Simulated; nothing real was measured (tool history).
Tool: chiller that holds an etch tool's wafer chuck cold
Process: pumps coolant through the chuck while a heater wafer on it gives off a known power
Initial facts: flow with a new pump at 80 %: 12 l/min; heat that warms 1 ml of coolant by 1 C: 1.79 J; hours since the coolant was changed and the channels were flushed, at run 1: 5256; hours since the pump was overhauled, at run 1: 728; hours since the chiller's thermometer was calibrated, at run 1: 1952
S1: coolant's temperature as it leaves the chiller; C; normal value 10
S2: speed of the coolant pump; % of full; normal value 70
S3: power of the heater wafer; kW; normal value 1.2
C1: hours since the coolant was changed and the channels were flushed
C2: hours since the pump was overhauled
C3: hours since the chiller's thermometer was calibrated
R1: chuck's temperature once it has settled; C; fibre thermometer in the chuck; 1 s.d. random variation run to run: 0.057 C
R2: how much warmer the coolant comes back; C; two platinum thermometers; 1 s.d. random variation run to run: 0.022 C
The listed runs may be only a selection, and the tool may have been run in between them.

run	hour	S1	S2	S3	C1	C2	C3	R1	R2
1	0	10	70	1.2	5256	728	1952	22.18	3.87
2	16.3	10	70	1.2	5272	745	1968	22.21	3.86
3	39	10	72	1.2	5295	767	1991	22.13	3.78
4	68.1	10	70	1.2	5324	797	2020	22.13	3.9
5	102	10	70	1.2	5358	830	2054	22.24	3.9
6	129.9	10	70	1.2	5386	858	2082	22.4	3.88
7	156.1	10	70	1.2	5412	885	2108	22.13	3.87
8	177.9	10	97	1.2	5434	906	2130	20.24	2.72
9	198.8	10	97	0.615	5455	927	2151	15.07	1.4
# hour 213.7: chiller's thermometer calibrated
10	217.1	10	70	1.2	5472	945	3	22.1	3.88
11	232.2	10	70	1.2	5487	960	19	22.24	3.86
12	250.7	10	67	1.2	5506	978	37	22.58	4.06
13	278.3	10	67	0.68	5533	1006	65	17.01	2.37
14	311.7	10	67	0.68	5567	1039	98	16.97	2.3
15	343.6	10	67	0.68	5599	1071	130	16.98	2.28
16	372.8	10	67	0.68	5628	1100	159	16.97	2.29
# hour 387.4: chiller's thermometer calibrated, once more
17	400.2	4	67	1.633	5654	1127	13	21.38	5.55
18	428.4	6	66	0.908	5682	1155	41	15.82	3.14
19	447.4	14	63	1.623	5701	1174	60	31.84	5.95
20	473.6	9	86	1.46	5728	1200	86	22.41	3.78
21	488.1	1	69	0.803	5742	1215	101	9.37	2.65
22	517	7	87	0.803	5771	1243	130	14.47	2.07
23	547.2	10	67	1.655	5801	1274	160	27.66	5.61
24	565.5	20	70	1.655	5819	1292	178	37.23	5.38
25	596	20	70	1.655	5850	1322	209	37.12	5.39
26	625.6	20	73	1.157	5879	1352	238	31.69	3.57
27	648.9	13	94	1.408	5903	1375	261	25.33	3.33
28	677.9	10	67	0.86	5932	1404	291	19.13	2.92
29	704.5	10	67	0.86	5958	1431	317	19.22	2.92
30	718.6	17	80	1.2	5973	1445	331	28.66	3.35
31	740.8	17	80	1.2	5995	1467	353	28.62	3.38

Consider 4 possible next runs. They are alternatives, not a sequence: every one starts from the tool as it was left by run 31. What does each give?
A	770.3	10	70	0.626	6024	1497	383	?	?
B	770.3	5	62	1.2	6024	1497	383	?	?
C	770.3	3	64	1.133	6024	1497	383	?	?
D	770.3	10	93	1.2	6024	1497	383	?	?

run	R1	R2
A	16.57	2.04
B	18.45	4.44
C	15.37	4.07
D	20.61	2.84
With no hidden state in the tool, these same runs would have given:
run	R1	R2
A	16.21	2.03
B	17.75	4.42
C	14.72	4.05
D	20.03	2.83
